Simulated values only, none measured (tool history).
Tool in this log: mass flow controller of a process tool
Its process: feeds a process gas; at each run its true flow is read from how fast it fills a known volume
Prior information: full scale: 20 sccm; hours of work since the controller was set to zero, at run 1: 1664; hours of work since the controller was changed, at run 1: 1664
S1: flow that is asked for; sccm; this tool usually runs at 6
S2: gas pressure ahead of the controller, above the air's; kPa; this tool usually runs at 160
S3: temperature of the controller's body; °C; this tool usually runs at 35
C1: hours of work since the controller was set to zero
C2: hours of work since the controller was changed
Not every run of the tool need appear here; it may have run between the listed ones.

run 1 hour=0 | S1=6 S2=160 S3=35 | C1=1664 C2=1664 | true_flow_(%)=98.3
run 2 hour=169.4 | S1=6 S2=160 S3=35 | C1=1755 C2=1755 | true_flow_(%)=98.24
run 3 hour=310.2 | S1=6 S2=160 S3=35 | C1=1831 C2=1831 | true_flow_(%)=98.26
run 4 hour=465.2 | S1=6 S2=160 S3=35 | C1=1915 C2=1915 | true_flow_(%)=98.06
run 5 hour=617.9 | S1=6 S2=160 S3=35 | C1=1997 C2=1997 | true_flow_(%)=98.06
run 6 hour=836.9 | S1=6 S2=160 S3=35 | C1=2115 C2=2115 | true_flow_(%)=97.92
run 7 hour=1040.6 | S1=6 S2=160 S3=35 | C1=2224 C2=2224 | true_flow_(%)=97.96
run 8 hour=1235.5 | S1=13 S2=160 S3=35 | C1=2329 C2=2329 | true_flow_(%)=98.19
run 9 hour=1330.4 | S1=13 S2=160 S3=35 | C1=2380 C2=2380 | true_flow_(%)=98.02
run 10 hour=1456 | S1=6 S2=160 S3=35 | C1=2448 C2=2448 | true_flow_(%)=97.82
run 11 hour=1557.4 | S1=6 S2=160 S3=35 | C1=2503 C2=2503 | true_flow_(%)=97.58
run 12 hour=1680.5 | S1=6 S2=160 S3=20 | C1=2569 C2=2569 | true_flow_(%)=98.44
run 13 hour=1789.7 | S1=6 S2=160 S3=37 | C1=2628 C2=2628 | true_flow_(%)=97.28
run 14 hour=1987.5 | S1=6 S2=160 S3=37 | C1=2734 C2=2734 | true_flow_(%)=97.37
run 15 hour=2116.3 | S1=6 S2=160 S3=37 | C1=2804 C2=2804 | true_flow_(%)=97.22
run 16 hour=2210.7 | S1=6 S2=160 S3=37 | C1=2854 C2=2854 | true_flow_(%)=97.09
run 17 hour=2372.2 | S1=6 S2=160 S3=20 | C1=2941 C2=2941 | true_flow_(%)=98.1
run 18 hour=2492.5 | S1=6 S2=160 S3=35 | C1=3006 C2=3006 | true_flow_(%)=97.18
run 19 hour=2619.4 | S1=14 S2=160 S3=35 | C1=3074 C2=3074 | true_flow_(%)=97.73
run 20 hour=2749.1 | S1=14 S2=160 S3=35 | C1=3144 C2=3144 | true_flow_(%)=97.58
run 21 hour=2933.3 | S1=14 S2=160 S3=35 | C1=3243 C2=3243 | true_flow_(%)=97.49
run 22 hour=3068 | S1=14 S2=160 S3=35 | C1=3316 C2=3316 | true_flow_(%)=97.61
run 23 hour=3229.1 | S1=6 S2=160 S3=29 | C1=3403 C2=3403 | true_flow_(%)=97.21
run 24 hour=3388.1 | S1=9 S2=169 S3=28 | C1=3488 C2=3488 | true_flow_(%)=97.5
run 25 hour=3586.1 | S1=9 S2=169 S3=28 | C1=3595 C2=3595 | true_flow_(%)=97.42
run 26 hour=3729.2 | S1=6 S2=160 S3=24 | C1=3672 C2=3672 | true_flow_(%)=97.32
run 27 hour=3835.7 | S1=10 S2=160 S3=39 | C1=3729 C2=3729 | true_flow_(%)=96.65
run 28 hour=3950.4 | S1=12 S2=260 S3=25 | C1=3791 C2=3791 | true_flow_(%)=98.06
run 29 hour=4120.7 | S1=6 S2=191 S3=22 | C1=3883 C2=3883 | true_flow_(%)=97.5
run 30 hour=4325.6 | S1=15 S2=142 S3=31 | C1=3993 C2=3993 | true_flow_(%)=97.08
run 31 hour=4483.6 | S1=19 S2=272 S3=35 | C1=4078 C2=4078 | true_flow_(%)=98.04
run 32 hour=4699 | S1=19 S2=272 S3=35 | C1=4194 C2=4194 | true_flow_(%)=97.83
run 33 hour=4846.6 | S1=8 S2=214 S3=27 | C1=4274 C2=4274 | true_flow_(%)=97.23
run 34 hour=5030.8 | S1=8 S2=214 S3=27 | C1=4373 C2=4373 | true_flow_(%)=97.07
run 35 hour=5172.9 | S1=8 S2=214 S3=27 | C1=4449 C2=4449 | true_flow_(%)=96.88
run 36 hour=5358 | S1=6 S2=156 S3=37 | C1=4549 C2=4549 | true_flow_(%)=95.86
run 37 hour=5482.5 | S1=6 S2=156 S3=37 | C1=4616 C2=4616 | true_flow_(%)=95.8
run 38 hour=5700.2 | S1=3 S2=176 S3=37 | C1=4733 C2=4733 | true_flow_(%)=95.77
-- hour=5856.1 gauge calibrated
run 39 hour=5867.3 | S1=3 S2=176 S3=37 | C1=4823 C2=4823 | true_flow_(%)=98.06
run 40 hour=6042.9 | S1=3 S2=176 S3=37 | C1=4918 C2=4918 | true_flow_(%)=98.02
run 41 hour=6214.2 | S1=14 S2=176 S3=37 | C1=5010 C2=5010 | true_flow_(%)=98.74
run 42 hour=6391.5 | S1=10 S2=267 S3=20 | C1=5106 C2=5106 | true_flow_(%)=99.97

Forecast each of these 5 alternatives for the next run:
run A hour=6489.8 | S1=2 S2=203 S3=26 | C1=5159 C2=5159 | true_flow_(%)=?
run B hour=6489.8 | S1=17 S2=160 S3=26 | C1=5159 C2=5159 | true_flow_(%)=?
run C hour=6489.8 | S1=6 S2=217 S3=26 | C1=5159 C2=5159 | true_flow_(%)=?
run D hour=6489.8 | S1=10 S2=273 S3=20 | C1=5159 C2=5159 | true_flow_(%)=?
run E hour=6489.8 | S1=6 S2=159 S3=29 | C1=5159 C2=5159 | true_flow_(%)=?

run=A true_flow_(%)=98.54
run=B true_flow_(%)=99.26
run=C true_flow_(%)=98.89
run=D true_flow_(%)=99.99
run=E true_flow_(%)=98.41
Without the tool's unlogged condition, the same runs would have read:
run=A true_flow_(%)=98.8
run=B true_flow_(%)=99.53
run=C true_flow_(%)=99.15
run=D true_flow_(%)=100.26
run=E true_flow_(%)=98.68

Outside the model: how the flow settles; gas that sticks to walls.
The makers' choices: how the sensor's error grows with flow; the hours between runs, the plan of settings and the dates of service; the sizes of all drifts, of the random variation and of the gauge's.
